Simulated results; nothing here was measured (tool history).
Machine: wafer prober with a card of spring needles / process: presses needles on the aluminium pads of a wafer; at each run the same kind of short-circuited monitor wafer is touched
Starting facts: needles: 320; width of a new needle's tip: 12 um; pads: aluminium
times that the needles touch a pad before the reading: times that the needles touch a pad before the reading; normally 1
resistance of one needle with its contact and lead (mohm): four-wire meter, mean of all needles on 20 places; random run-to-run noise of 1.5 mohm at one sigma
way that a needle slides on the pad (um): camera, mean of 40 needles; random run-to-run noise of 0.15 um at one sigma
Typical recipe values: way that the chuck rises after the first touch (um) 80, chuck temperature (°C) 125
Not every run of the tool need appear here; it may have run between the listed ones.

run   hour  way that the chuck rises after the first touch (um)  chuck temperature (°C)  times that the needles touch a pad before the reading  resistance of one needle with its contact and lead (mohm)  way that a needle slides on the pad (um)
  1    0.0                                                   80                     125                                                      1                                                        192                                     19.90
       6.6  -- tips cleaned on abrasive film
      17.5  -- tips cleaned on abrasive film
      28.1  -- tips cleaned on abrasive film
  2   36.1                                                   80                     125                                                      1                                                        243                                     19.83
      38.3  -- tips cleaned on abrasive film
      47.1  -- tips cleaned on abrasive film
      56.6  -- tips cleaned on abrasive film
  3   56.6                                                   80                     125                                                      1                                                        158                                     19.96
      67.5  -- tips cleaned on abrasive film
      78.4  -- tips cleaned on abrasive film
      88.8  -- tips cleaned on abrasive film
  4   90.6                                                   78                     125                                                      1                                                        193                                     19.13
      99.3  -- tips cleaned on abrasive film
     108.0  -- tips cleaned on abrasive film
     118.3  -- tips cleaned on abrasive film
  5  118.3                                                   81                     125                                                      1                                                        160                                     19.94
     128.9  -- tips cleaned on abrasive film
     138.0  -- tips cleaned on abrasive film
  6  138.0                                                   81                     125                                                      1                                                        161                                     20.25
     148.9  -- tips cleaned on abrasive film
     159.8  -- tips cleaned on abrasive film
  7  164.2                                                   81                      61                                                      1                                                        213                                     19.88
     168.6  -- tips cleaned on abrasive film
     179.4  -- tips cleaned on abrasive film
  8  187.8                                                   81                      61                                                      1                                                        257                                     20.02
     190.0  -- tips cleaned on abrasive film
     200.7  -- tips cleaned on abrasive film
     211.4  -- tips cleaned on abrasive film
     222.2  -- tips cleaned on abrasive film
  9  229.5                                                   70                     125                                                      1                                                        282                                     16.87
     231.7  -- tips cleaned on abrasive film
     242.2  -- tips cleaned on abrasive film
     251.0  -- tips cleaned on abrasive film
     257.4  -- height of the first contact set anew
     261.8  -- tips cleaned on abrasive film
 10  262.9                                                   80                     116                                                      1                                                        174                                     20.79
     271.4  -- tips cleaned on abrasive film
     282.1  -- tips cleaned on abrasive film
 11  282.1                                                   80                      80                                                      1                                                        153                                     20.40
     292.7  -- tips cleaned on abrasive film
     302.8  -- tips cleaned on abrasive film
     313.5  -- tips cleaned on abrasive film
 12  313.7                                                   95                      80                                                      1                                                        149                                     24.61
     322.5  -- tips cleaned on abrasive film
     332.9  -- tips cleaned on abrasive film
     343.8  -- tips cleaned on abrasive film
 13  351.8                                                   80                     125                                                      3                                                        185                                     20.51
     353.7  -- tips cleaned on abrasive film
     364.5  -- tips cleaned on abrasive film
     374.6  -- tips cleaned on abrasive film
 14  375.3                                                   80                     125                                                      1                                                        171                                     20.53
     383.6  -- tips cleaned on abrasive film
     392.3  -- tips cleaned on abrasive film
     403.2  -- tips cleaned on abrasive film
 15  409.0                                                   85                     125                                                      3                                                        176                                     21.54
     413.4  -- tips cleaned on abrasive film
     422.2  -- tips cleaned on abrasive film
     432.0  -- tips cleaned on abrasive film
 16  439.5                                                   80                      32                                                      2                                                        204                                     20.14
     441.5  -- tips cleaned on abrasive film
     452.4  -- tips cleaned on abrasive film
     461.1  -- tips cleaned on abrasive film
 17  461.9                                                   80                      32                                                      2                                                        150                                     20.21
     470.7  -- tips cleaned on abrasive film
     481.4  -- tips cleaned on abrasive film
     491.6  -- tips cleaned on abrasive film
 18  491.6                                                   92                     116                                                      1                                                        160                                     23.30
     502.5  -- tips cleaned on abrasive film
     513.4  -- tips cleaned on abrasive film
     523.9  -- tips cleaned on abrasive film
 19  531.5                                                   92                     116                                                      1                                                        227                                     23.49
     533.7  -- tips cleaned on abrasive film
     544.4  -- tips cleaned on abrasive film
     553.1  -- tips cleaned on abrasive film
     563.7  -- tips cleaned on abrasive film
     573.9  -- tips cleaned on abrasive film
 20  573.9                                                   61                     116                                                      2                                                        166                                     15.17
     584.5  -- tips cleaned on abrasive film
     595.4  -- tips cleaned on abrasive film
     606.2  -- tips cleaned on abrasive film
 21  612.9                                                   71                      57                                                      2                                                        225                                     17.76
     615.2  -- tips cleaned on abrasive film
     625.6  -- tips cleaned on abrasive film
     636.3  -- tips cleaned on abrasive film
     646.4  -- tips cleaned on abrasive film
 22  652.5                                                   71                      57                                                      2                                                        218                                     17.42
     656.5  -- tips cleaned on abrasive film
     667.2  -- tips cleaned on abrasive film
     678.1  -- tips cleaned on abrasive film
     688.6  -- tips cleaned on abrasive film
 23  688.8                                                   71                      57                                                      2                                                        162                                     17.27
     697.5  -- tips cleaned on abrasive film
     708.4  -- tips cleaned on abrasive film
 24  714.9                                                   98                      72                                                      2                                                        183                                     24.17
     719.3  -- tips cleaned on abrasive film
     728.0  -- tips cleaned on abrasive film
     738.7  -- tips cleaned on abrasive film
     743.3  -- height of the first contact set anew
     749.5  -- tips cleaned on abrasive film
 25  757.8                                                   65                     125                                                      3                                                        217                                     16.73
     760.1  -- tips cleaned on abrasive film
     770.6  -- tips cleaned on abrasive film
     781.4  -- tips cleaned on abrasive film
 26  781.4                                                   65                     125                                                      3                                                        162                                     16.62
     792.2  -- tips cleaned on abrasive film
     801.8  -- tips cleaned on abrasive film
 27  801.8                                                   65                     125                                                      3                                                        163                                     16.52
     812.3  -- tips cleaned on abrasive film
     822.9  -- tips cleaned on abrasive film
     833.8  -- tips cleaned on abrasive film
 28  839.2                                                   80                     125                                                      2                                                        211                                     20.73

Below are 3 alternative next runs, each starting from the tool's condition after run 28. Predict each:
     843.3  -- tips cleaned on abrasive film
     853.8  -- tips cleaned on abrasive film
     862.5  -- tips cleaned on abrasive film
  A  870.1                                                   99                     125                                                      1                                                          ?                                         ?
     843.3  -- tips cleaned on abrasive film
     853.8  -- tips cleaned on abrasive film
     862.5  -- tips cleaned on abrasive film
  B  870.1                                                   72                     125                                                      1                                                          ?                                         ?
     843.3  -- tips cleaned on abrasive film
     853.8  -- tips cleaned on abrasive film
     862.5  -- tips cleaned on abrasive film
  C  870.1                                                   80                      44                                                      2                                                          ?                                         ?

run  resistance of one needle with its contact and lead (mohm)  way that a needle slides on the pad (um)
  A                                                        223                                     25.42
  B                                                        292                                     18.28
  C                                                        216                                     20.13
Without the tool's unlogged condition, the same runs would have read:
run  resistance of one needle with its contact and lead (mohm)  way that a needle slides on the pad (um)
  A                                                        140                                     25.70
  B                                                        145                                     18.56
  C                                                        132                                     20.41

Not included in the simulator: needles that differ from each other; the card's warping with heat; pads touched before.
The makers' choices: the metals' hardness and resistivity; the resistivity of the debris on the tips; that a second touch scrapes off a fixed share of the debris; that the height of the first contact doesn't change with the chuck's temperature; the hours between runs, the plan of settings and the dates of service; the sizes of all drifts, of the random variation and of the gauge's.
